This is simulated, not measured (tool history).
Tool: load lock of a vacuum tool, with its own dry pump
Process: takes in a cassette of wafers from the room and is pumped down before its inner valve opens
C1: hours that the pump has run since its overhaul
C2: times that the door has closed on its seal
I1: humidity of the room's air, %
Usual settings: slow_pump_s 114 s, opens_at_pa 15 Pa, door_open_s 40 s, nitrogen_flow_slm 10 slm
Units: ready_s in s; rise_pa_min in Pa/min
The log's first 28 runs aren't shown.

Run 29, hour 2245.7: usual settings but door_open_s 112 s, nitrogen_flow_slm 24 slm; C1 8886; C2 10446; I1 45.9. Result: ready_s 185.1 s, rise_pa_min 0.097 Pa/min.
Run 30, hour 2345.5: usual settings but door_open_s 112 s, nitrogen_flow_slm 24 slm; C1 8986; C2 10727; I1 46.5. Result: ready_s 185.6 s, rise_pa_min 0.096 Pa/min.
Run 31, hour 2426.5: usual settings but slow_pump_s 58 s, door_open_s 43 s, nitrogen_flow_slm 32 slm; C1 9067; C2 10954; I1 47.8. Result: ready_s 143.7 s, rise_pa_min 0.064 Pa/min.
Run 32, hour 2525.5: usual settings but slow_pump_s 58 s, door_open_s 43 s, nitrogen_flow_slm 32 slm; C1 9166; C2 11233; I1 46.8. Result: ready_s 145.7 s, rise_pa_min 0.066 Pa/min.
At hour 2606.8: dry pump taken out, an overhauled one fitted.
Run 33, hour 2634.8: usual settings but slow_pump_s 156 s, opens_at_pa 17 Pa, door_open_s 37 s; C1 28; C2 11523; I1 48.8. Result: ready_s 202.6 s, rise_pa_min 0.08 Pa/min.
Run 34, hour 2706.5: usual settings but slow_pump_s 80 s, opens_at_pa 16 Pa, door_open_s 109 s, nitrogen_flow_slm 19 slm; C1 100; C2 11725; I1 44.1. Result: ready_s 143.8 s, rise_pa_min 0.111 Pa/min.
Run 35, hour 2788.2: usual settings but slow_pump_s 73 s, nitrogen_flow_slm 32 slm; C1 181; C2 11955; I1 42.3. Result: ready_s 138.8 s, rise_pa_min 0.064 Pa/min.
Run 36, hour 2887.5: usual settings but slow_pump_s 96 s, nitrogen_flow_slm 32 slm; C1 281; C2 12234; I1 47.4. Result: ready_s 157.1 s, rise_pa_min 0.067 Pa/min.

Forecast each of these 3 alternatives for the next run:
Run A, hour 2963.9: usual settings but slow_pump_s 225 s, opens_at_pa 16 Pa, nitrogen_flow_slm 37 slm; C1 357; C2 12449; I1 47.3. Result: ready_s ?, rise_pa_min ?.
Run B, hour 2963.9: usual settings but slow_pump_s 137 s, opens_at_pa 11 Pa, door_open_s 56 s; C1 357; C2 12449; I1 46.9. Result: ready_s ?, rise_pa_min ?.
Run C, hour 2963.9: usual settings but slow_pump_s 59 s, opens_at_pa 19 Pa, nitrogen_flow_slm 6 slm; C1 357; C2 12449; I1 43.2. Result: ready_s ?, rise_pa_min ?.

run  ready_s  rise_pa_min
  A    262.6        0.071
  B    193.7        0.096
  C    125.3        0.087
Without the tool's hidden state the same runs would have given:
run  ready_s  rise_pa_min
  A    262.4        0.027
  B    193.5         0.05
  C      125        0.042

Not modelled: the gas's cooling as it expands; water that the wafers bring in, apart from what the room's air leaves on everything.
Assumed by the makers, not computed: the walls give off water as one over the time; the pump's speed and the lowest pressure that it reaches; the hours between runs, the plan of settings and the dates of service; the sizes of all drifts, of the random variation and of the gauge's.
